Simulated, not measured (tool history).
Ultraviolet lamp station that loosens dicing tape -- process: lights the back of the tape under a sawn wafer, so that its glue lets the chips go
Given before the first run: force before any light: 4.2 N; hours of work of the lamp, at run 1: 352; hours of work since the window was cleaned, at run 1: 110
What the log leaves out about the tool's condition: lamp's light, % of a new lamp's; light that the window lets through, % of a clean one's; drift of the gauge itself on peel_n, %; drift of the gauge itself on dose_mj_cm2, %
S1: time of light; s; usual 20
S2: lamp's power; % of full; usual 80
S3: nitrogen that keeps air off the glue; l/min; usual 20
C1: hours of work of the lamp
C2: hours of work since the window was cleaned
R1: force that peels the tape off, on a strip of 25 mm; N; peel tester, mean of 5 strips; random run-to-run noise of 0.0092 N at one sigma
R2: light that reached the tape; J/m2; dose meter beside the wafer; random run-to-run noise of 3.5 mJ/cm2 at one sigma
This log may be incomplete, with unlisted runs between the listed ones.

{"run": 1, "hour": 0.0, "S1": 20, "S2": 80, "S3": 20, "C1": 352, "C2": 110, "R1": 0.488, "R2": 5150}
{"run": 2, "hour": 18.5, "S1": 20, "S2": 80, "S3": 20, "C1": 360, "C2": 118, "R1": 0.486, "R2": 5230}
{"run": 3, "hour": 38.5, "S1": 20, "S2": 80, "S3": 20, "C1": 368, "C2": 126, "R1": 0.457, "R2": 5220}
{"run": 4, "hour": 51.2, "S1": 20, "S2": 80, "S3": 20, "C1": 373, "C2": 131, "R1": 0.485, "R2": 5140}
{"run": 5, "hour": 78.4, "S1": 20, "S2": 80, "S3": 20, "C1": 384, "C2": 142, "R1": 0.479, "R2": 5100}
{"run": 6, "hour": 101.4, "S1": 20, "S2": 80, "S3": 20, "C1": 394, "C2": 152, "R1": 0.488, "R2": 5110}
{"run": 7, "hour": 128.7, "S1": 20, "S2": 80, "S3": 20, "C1": 405, "C2": 163, "R1": 0.488, "R2": 5110}
{"run": 8, "hour": 148.5, "S1": 20, "S2": 80, "S3": 20, "C1": 413, "C2": 171, "R1": 0.501, "R2": 5100}
{"run": 9, "hour": 160.6, "S1": 20, "S2": 80, "S3": 17, "C1": 418, "C2": 176, "R1": 0.538, "R2": 5070}
{"run": 10, "hour": 186.7, "S1": 20, "S2": 80, "S3": 20, "C1": 429, "C2": 187, "R1": 0.526, "R2": 5030}
{"run": 11, "hour": 200.9, "S1": 20, "S2": 80, "S3": 20, "C1": 435, "C2": 193, "R1": 0.514, "R2": 5050}
{"run": 12, "hour": 216.2, "S1": 20, "S2": 80, "S3": 20, "C1": 441, "C2": 199, "R1": 0.515, "R2": 5030}
{"run": 13, "hour": 238.9, "S1": 20, "S2": 80, "S3": 14, "C1": 451, "C2": 209, "R1": 0.615, "R2": 5060}
{"run": 14, "hour": 262.4, "S1": 20, "S2": 80, "S3": 14, "C1": 460, "C2": 218, "R1": 0.606, "R2": 4990}
{"run": 15, "hour": 277.7, "S1": 20, "S2": 80, "S3": 20, "C1": 467, "C2": 225, "R1": 0.505, "R2": 4980}
{"run": 16, "hour": 301.8, "S1": 20, "S2": 80, "S3": 20, "C1": 477, "C2": 235, "R1": 0.503, "R2": 4950}
{"run": 17, "hour": 324.5, "S1": 20, "S2": 80, "S3": 20, "C1": 486, "C2": 244, "R1": 0.514, "R2": 4990}
{"run": 18, "hour": 344.5, "S1": 20, "S2": 80, "S3": 18, "C1": 494, "C2": 252, "R1": 0.525, "R2": 4940}
{"run": 19, "hour": 367.2, "S1": 20, "S2": 80, "S3": 20, "C1": 503, "C2": 261, "R1": 0.532, "R2": 4930}
{"run": 20, "hour": 378.9, "S1": 20, "S2": 80, "S3": 20, "C1": 508, "C2": 266, "R1": 0.557, "R2": 4900}
{"run": 21, "hour": 400.8, "S1": 20, "S2": 80, "S3": 20, "C1": 517, "C2": 275, "R1": 0.539, "R2": 4890}
{"run": 22, "hour": 429.4, "S1": 20, "S2": 80, "S3": 20, "C1": 529, "C2": 287, "R1": 0.548, "R2": 4900}
{"run": 23, "hour": 453.3, "S1": 20, "S2": 80, "S3": 20, "C1": 539, "C2": 297, "R1": 0.548, "R2": 4870}
{"run": 24, "hour": 470.3, "S1": 20, "S2": 79, "S3": 20, "C1": 546, "C2": 304, "R1": 0.557, "R2": 4820}
{"run": 25, "hour": 483.4, "S1": 29, "S2": 98, "S3": 26, "C1": 551, "C2": 309, "R1": 0.135, "R2": 8600}
{"run": 26, "hour": 501.2, "S1": 24, "S2": 60, "S3": 20, "C1": 559, "C2": 317, "R1": 0.679, "R2": 4290}
{"run": 27, "hour": 516.9, "S1": 14, "S2": 80, "S3": 31, "C1": 565, "C2": 323, "R1": 0.817, "R2": 3310}
{"run": 28, "hour": 533.7, "S1": 14, "S2": 80, "S3": 31, "C1": 572, "C2": 330, "R1": 0.818, "R2": 3360}
{"run": 29, "hour": 562.4, "S1": 14, "S2": 80, "S3": 31, "C1": 584, "C2": 342, "R1": 0.834, "R2": 3350}
{"run": 30, "hour": 589.5, "S1": 14, "S2": 80, "S3": 31, "C1": 595, "C2": 353, "R1": 0.892, "R2": 3320}
{"run": 31, "hour": 616.0, "S1": 14, "S2": 80, "S3": 20, "C1": 606, "C2": 364, "R1": 1.013, "R2": 3310}
{"run": 32, "hour": 633.5, "S1": 24, "S2": 99, "S3": 8, "C1": 613, "C2": 371, "R1": 0.473, "R2": 7100}
{"run": 33, "hour": 651.1, "S1": 24, "S2": 99, "S3": 8, "C1": 621, "C2": 379, "R1": 0.456, "R2": 7000}
{"run": 34, "hour": 667.3, "S1": 27, "S2": 67, "S3": 8, "C1": 627, "C2": 385, "R1": 0.766, "R2": 5370}
{"run": 35, "hour": 685.3, "S1": 39, "S2": 96, "S3": 25, "C1": 635, "C2": 393, "R1": 0.082, "R2": 11030}
{"run": 36, "hour": 714.0, "S1": 29, "S2": 71, "S3": 38, "C1": 646, "C2": 404, "R1": 0.245, "R2": 5980}
{"run": 37, "hour": 731.4, "S1": 39, "S2": 65, "S3": 27, "C1": 654, "C2": 412, "R1": 0.191, "R2": 7390}
{"run": 38, "hour": 744.4, "S1": 20, "S2": 96, "S3": 18, "C1": 659, "C2": 417, "R1": 0.427, "R2": 5560}
{"run": 39, "hour": 764.0, "S1": 40, "S2": 92, "S3": 12, "C1": 667, "C2": 425, "R1": 0.135, "R2": 10610}
{"run": 40, "hour": 777.7, "S1": 40, "S2": 92, "S3": 12, "C1": 673, "C2": 431, "R1": 0.141, "R2": 10750}
{"run": 41, "hour": 800.5, "S1": 36, "S2": 92, "S3": 12, "C1": 682, "C2": 440, "R1": 0.177, "R2": 9610}
{"run": 42, "hour": 813.2, "S1": 36, "S2": 92, "S3": 12, "C1": 687, "C2": 445, "R1": 0.182, "R2": 9570}
{"run": 43, "hour": 827.1, "S1": 20, "S2": 92, "S3": 10, "C1": 693, "C2": 451, "R1": 0.683, "R2": 5330}

What if the next run were any one of these 3? Each begins from the tool's condition after run 43:
{"run": "A", "hour": 852.7, "S1": 26, "S2": 82, "S3": 17, "C1": 704, "C2": 462, "R1": "?", "R2": "?"}
{"run": "B", "hour": 852.7, "S1": 18, "S2": 80, "S3": 20, "C1": 704, "C2": 462, "R1": "?", "R2": "?"}
{"run": "C", "hour": 852.7, "S1": 15, "S2": 65, "S3": 24, "C1": 704, "C2": 462, "R1": "?", "R2": "?"}

run=A R1=0.386 R2=6110
run=B R1=0.727 R2=4130
run=C R1=1.204 R2=2790
With the hidden condition removed and each run's random variation left untouched, the same runs would have given:
run=A R1=0.229 R2=7710
run=B R1=0.475 R2=5200
run=C R1=0.877 R2=3510
